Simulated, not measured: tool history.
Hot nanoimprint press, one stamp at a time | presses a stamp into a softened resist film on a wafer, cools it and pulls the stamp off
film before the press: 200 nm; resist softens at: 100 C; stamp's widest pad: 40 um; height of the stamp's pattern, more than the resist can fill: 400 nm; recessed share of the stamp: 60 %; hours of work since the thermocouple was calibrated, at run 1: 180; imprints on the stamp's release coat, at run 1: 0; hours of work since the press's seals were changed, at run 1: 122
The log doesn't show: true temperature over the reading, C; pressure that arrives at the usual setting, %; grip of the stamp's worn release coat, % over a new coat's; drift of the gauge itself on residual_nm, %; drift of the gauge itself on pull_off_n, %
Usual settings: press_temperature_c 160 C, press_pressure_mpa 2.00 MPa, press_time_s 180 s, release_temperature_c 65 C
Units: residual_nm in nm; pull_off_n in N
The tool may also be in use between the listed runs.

| run | hour | press_temperature_c | press_pressure_mpa | press_time_s | release_temperature_c | hours of work since the thermocouple was calibrated | imprints on the stamp's release coat | hours of work since the press's seals were changed | residual_nm | pull_off_n |
|---|---|---|---|---|---|---|---|---|---|---|
| 1 | 0.0 | 160 | 2.00 | 180 | 65 | 180 | 0 | 122 | 109.4 | 161 |
| 2 | 41.9 | 160 | 2.00 | 180 | 65 | 202 | 99 | 145 | 108.9 | 172 |
| 3 | 96.8 | 160 | 2.00 | 180 | 65 | 231 | 229 | 174 | 109.0 | 181 |
| 4 | 163.3 | 160 | 2.00 | 180 | 65 | 267 | 386 | 210 | 109.8 | 184 |
| 5 | 227.9 | 160 | 2.00 | 180 | 65 | 301 | 539 | 244 | 110.0 | 195 |
| 6 | 300.3 | 160 | 2.00 | 153 | 65 | 340 | 710 | 283 | 117.0 | 204 |
| 7 | 372.7 | 160 | 2.00 | 180 | 65 | 379 | 882 | 322 | 112.2 | 212 |
| 8 | 438.3 | 172 | 2.00 | 180 | 65 | 414 | 1037 | 357 | 71.0 | 226 |
| 9 | 512.3 | 160 | 2.00 | 180 | 65 | 454 | 1212 | 397 | 115.0 | 229 |
|  | 560.7 | plate thermocouple calibrated |
| 10 | 578.6 | 149 | 2.00 | 180 | 65 | 10 | 1362 | 430 | 166.2 | 246 |
| 11 | 653.2 | 149 | 2.00 | 180 | 65 | 50 | 1538 | 470 | 167.3 | 260 |
|  | 677.3 | plate thermocouple calibrated, once more |
|  | 704.8 | stamp cleaned and given a new release coat |
| 12 | 718.5 | 149 | 1.58 | 180 | 65 | 19 | 32 | 500 | 165.3 | 166 |
|  | 733.1 | press's hydraulic seals changed and the load cell set to zero |
| 13 | 763.1 | 149 | 2.68 | 95 | 65 | 38 | 119 | 16 | 161.3 | 168 |
| 14 | 807.4 | 149 | 2.68 | 95 | 68 | 62 | 224 | 40 | 163.0 | 159 |
| 15 | 846.4 | 149 | 2.68 | 95 | 68 | 83 | 316 | 61 | 163.2 | 158 |
| 16 | 919.6 | 160 | 1.26 | 180 | 68 | 122 | 489 | 100 | 127.9 | 173 |
| 17 | 970.3 | 160 | 1.26 | 180 | 68 | 149 | 609 | 127 | 130.9 | 174 |
| 18 | 1016.3 | 170 | 2.21 | 337 | 69 | 174 | 718 | 152 | 53.2 | 181 |

Forecast run 19:
| 19 | 1084.2 | 170 | 2.21 | 337 | 69 | 210 | 879 | 188 | ? | ? |

residual_nm: 55.7 nm
pull_off_n: 191 N
Without the tool's hidden state the same run would have given residual_nm 53.0 nm, pull_off_n 147 N.

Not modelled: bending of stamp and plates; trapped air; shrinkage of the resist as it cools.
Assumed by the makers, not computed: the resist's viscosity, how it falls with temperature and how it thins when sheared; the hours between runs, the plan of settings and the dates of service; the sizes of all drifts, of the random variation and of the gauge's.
